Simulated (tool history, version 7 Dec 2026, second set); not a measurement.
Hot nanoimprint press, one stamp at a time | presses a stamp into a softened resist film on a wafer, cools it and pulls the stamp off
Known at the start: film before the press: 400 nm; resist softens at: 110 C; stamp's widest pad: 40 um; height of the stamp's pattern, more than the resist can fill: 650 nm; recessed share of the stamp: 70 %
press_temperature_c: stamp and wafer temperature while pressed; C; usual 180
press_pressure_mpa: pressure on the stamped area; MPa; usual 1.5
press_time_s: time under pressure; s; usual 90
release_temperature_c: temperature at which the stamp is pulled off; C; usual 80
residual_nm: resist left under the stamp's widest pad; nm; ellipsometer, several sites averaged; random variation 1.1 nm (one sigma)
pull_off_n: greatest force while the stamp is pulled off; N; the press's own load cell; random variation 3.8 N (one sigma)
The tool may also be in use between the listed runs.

run     day  press_temperature_c  press_pressure_mpa  press_time_s  release_temperature_c  residual_nm  pull_off_n
  1       0                  180                 1.5            90                     80        162.7         305
  2     1.1                  180                 1.5            90                     85        160.4         290
  3   3.146                  180                 1.5            90                     85        160.8         296
      4.254  -- stamp cleaned and given a new release coat
  4   4.762                  180                 1.5            90                     85        163.3         173
      6.975  -- press's hydraulic seals changed and the load cell set to zero
  5   7.154                  180                 1.5            90                     85        158.8         178
  6   8.896                  180                 1.5            90                     85        159.6         193
  7  11.175                  184                 1.5            90                     80        136.8         222
  8  12.533                  184                 1.5            90                     80        137.8         231
  9  14.875                  180                 1.5            90                     80        161.1         243
 10  16.796                  186                 1.5            90                     80        130.2         257
 11  17.988                  186                 1.5           127                     80        111.6         256
 12  20.033                  186                 1.5           127                     70        111.9         340
     20.767  -- plate thermocouple calibrated
 13  21.388                  180                 1.5            90                     80        154.3         294
 14  23.746                  180                 1.5           117                     80        141.9         311
 15  26.162                  180                 1.5           117                     80          142         331
     28.312  -- stamp cleaned and given a new release coat
 16  28.762                  180                 1.5           117                     80        142.8         191
 17  30.521                  181                 1.5           130                     80        132.4         201
 18  31.896                  178                 1.5            81                     73          181         231
 19  33.742                  172                 1.5            65                     86          243         191
 20  36.004                  183                1.54           101                     80        134.6         235
 21  37.108                  172                 1.5            90                     80        224.9         253
 22  38.796                  174                1.37            90                     80        215.7         253
 23  40.375                  176                1.79            86                     86        181.6         237
 24  42.004                  176                1.84            86                     68        181.1         342
     43.896  -- plate thermocouple calibrated
 25  44.554                  180                1.42            90                     78        163.1         299
 26  46.154                  182                1.63           134                     66        121.1         377
 27  47.129                  189                2.18            90                     80         93.2         315
 28  48.625                  189                2.18            90                     80         94.8         318
 29  49.754                  181                 1.5            90                     76        153.9         353
 30  51.475                  181                 1.5            90                     76        155.6         361
     52.042  -- stamp cleaned and given a new release coat
 31  52.833                  181                 1.5            90                     76        156.6         204

Forecast each of these 3 alternatives for the next run:
  A  53.842                  169                 1.5           177                     78            ?           ?
  B  53.842                  172                1.53            90                     76            ?           ?
  C  53.842                  184                 1.5            90                     80            ?           ?

run  residual_nm  pull_off_n
  A        201.6         208
  B        222.1         220
  C        140.6         196
Without the tool's hidden state the same runs would have given:
run  residual_nm  pull_off_n
  A        192.2         194
  B        212.5         206
  C        133.9         184
